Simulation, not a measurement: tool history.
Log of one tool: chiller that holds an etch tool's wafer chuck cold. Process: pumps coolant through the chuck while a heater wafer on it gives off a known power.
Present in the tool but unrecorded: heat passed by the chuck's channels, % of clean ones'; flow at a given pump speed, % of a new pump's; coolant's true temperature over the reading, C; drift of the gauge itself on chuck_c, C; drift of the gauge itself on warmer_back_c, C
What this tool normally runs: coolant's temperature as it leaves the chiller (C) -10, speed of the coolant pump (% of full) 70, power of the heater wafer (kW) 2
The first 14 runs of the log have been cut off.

run    hour  coolant's temperature as it leaves the chiller (C)  speed of the coolant pump (% of full)  power of the heater wafer (kW)  hours since the coolant was changed and the channels were flushed  hours since the pump was overhauled  hours since the chiller's thermometer was calibrated  chuck's temperature once it has settled (C)  how much warmer the coolant comes back (C)
 15   815.5                                                 -10                                     70                               2                                                               3887                                 1121                                                  2669                                         10.1                                        5.75
 16   866.4                                                 -10                                     70                               2                                                               3938                                 1172                                                  2720                                         10.1                                        5.74
 17   927.8                                                  -1                                     92                               2                                                               3999                                 1233                                                  2781                                         14.5                                        4.26
 18  1006.7                                                  -6                                     69                               2                                                               4078                                 1312                                                  2860                                         14.6                                        5.89
     1018.6  -- chiller's thermometer calibrated
 19  1070.6                                                  -6                                     69                               2                                                               4141                                 1375                                                    52                                         14.9                                        5.88
 20    1134                                                 -14                                     68                           1.165                                                               4204                                 1438                                                   115                                         -1.6                                         3.5
     1177.3  -- chiller's thermometer calibrated, once more
 21    1180                                                  -8                                     72                           1.165                                                               4249                                 1483                                                     3                                          3.4                                         3.3
 22    1231                                                  -8                                     72                           1.165                                                               4300                                 1534                                                    54                                          3.5                                        3.31
 23  1276.9                                                  -8                                     87                           1.728                                                               4346                                 1580                                                   100                                          6.1                                        3.96
 24  1342.9                                                  -3                                     86                           1.232                                                               4412                                 1646                                                   166                                          7.2                                        2.91
 25  1418.4                                                 -11                                     86                               2                                                               4488                                 1722                                                   241                                          5.7                                        4.76
 26  1491.9                                                 -10                                     77                               2                                                               4561                                 1795                                                   315                                          8.6                                        5.35
 27  1553.3                                                 -10                                     68                               2                                                               4622                                 1857                                                   376                                         11.1                                        6.04
     1603.5  -- coolant changed, channels flushed
 28  1627.7                                                 -10                                     68                               2                                                                 24                                 1925                                                   444                                          8.9                                         6.1
 29  1703.6                                                 -10                                     68                               2                                                                100                                 2001                                                   520                                          8.9                                           6
 30  1753.8                                                 -10                                     68                               2                                                                150                                 2051                                                   571                                          8.9                                        6.06
 31    1827                                                 -17                                     70                           2.405                                                                223                                 2124                                                   644                                          5.4                                        7.06

Each row is a separate what-if for the run after 31, all from the same tool condition, not one after another. Results?
  A  1908.5                                                 -19                                     93                           2.541                                                                305                                 2206                                                   725                                            ?                                           ?
  B  1908.5                                                 -18                                     70                               2                                                                305                                 2206                                                   725                                            ?                                           ?
  C  1908.5                                                  -1                                     61                           2.145                                                                305                                 2206                                                   725                                            ?                                           ?

run  chuck's temperature once it has settled (C)  how much warmer the coolant comes back (C)
  A                                         -0.8                                        5.54
  B                                          0.6                                         5.9
  C                                         21.6                                        7.22
Stripped of hidden state, with their random variation kept, the same runs would have yielded:
run  chuck's temperature once it has settled (C)  how much warmer the coolant comes back (C)
  A                                         -1.5                                        5.37
  B                                         -0.1                                        5.72
  C                                         20.8                                           7
